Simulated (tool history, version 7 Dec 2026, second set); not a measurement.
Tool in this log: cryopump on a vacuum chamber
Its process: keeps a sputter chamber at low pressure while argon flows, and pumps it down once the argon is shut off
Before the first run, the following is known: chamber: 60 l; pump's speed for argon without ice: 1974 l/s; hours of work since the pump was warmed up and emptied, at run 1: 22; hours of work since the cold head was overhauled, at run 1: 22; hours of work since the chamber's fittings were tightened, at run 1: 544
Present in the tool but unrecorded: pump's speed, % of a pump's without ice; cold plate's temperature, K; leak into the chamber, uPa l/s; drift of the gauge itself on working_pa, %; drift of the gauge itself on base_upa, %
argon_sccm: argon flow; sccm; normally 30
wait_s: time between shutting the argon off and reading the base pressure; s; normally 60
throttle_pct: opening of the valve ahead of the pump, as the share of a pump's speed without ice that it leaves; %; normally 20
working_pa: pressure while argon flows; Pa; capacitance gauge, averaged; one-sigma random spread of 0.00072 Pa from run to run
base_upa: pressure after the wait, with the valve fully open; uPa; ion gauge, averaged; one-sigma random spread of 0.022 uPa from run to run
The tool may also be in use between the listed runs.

run,hour,argon_sccm,wait_s,throttle_pct,hours of work since the pump was warmed up and emptied,hours of work since the cold head was overhauled,hours of work since the chamber's fittings were tightened,working_pa,base_upa
1,0,30,60,20,22,22,544,0.1281,0.92
2,15.4,30,60,20,35,35,557,0.1281,0.91
3,25.4,30,60,20,43,43,566,0.1262,0.88
4,36.8,30,60,20,53,53,575,0.1292,0.89
5,52.8,30,74,20,66,66,589,0.1279,0.8
6,66.5,30,38,20,78,78,600,0.1297,1.24
7,88.1,30,38,20,96,96,618,0.1297,1.22
8,99,30,38,20,105,105,628,0.1294,1.22
9,121.7,50,38,20,124,124,647,0.2177,1.23
10,140.9,50,38,20,140,140,663,0.2149,1.29
11,162.6,13,60,20,159,159,681,0.056,0.97
12,186.7,13,60,20,179,179,701,0.057,0.97
13,203.8,13,60,20,193,193,716,0.0559,0.95
14,223,41,28,31,210,210,732,0.1161,1.49
15,238.1,34,28,31,222,222,745,0.0963,1.62

For some of the steps in working_pa from one run to the next: how much would appear even if the tool had no hidden state, given the settings, what came in and random variation, and how much remains for the hidden state plus any gauge scatter that the measured result and the result without hidden state don't share?
Run 10 -> 11: argon_sccm 50 -> 13, wait_s 38 -> 60. working_pa -0.1589 Pa: hidden state -0.0013, all else -0.1576.
Run 13 -> 14: argon_sccm 13 -> 41, wait_s 60 -> 28, throttle_pct 20 -> 31. working_pa +0.0602 Pa: hidden state +0.0014, all else +0.0588.
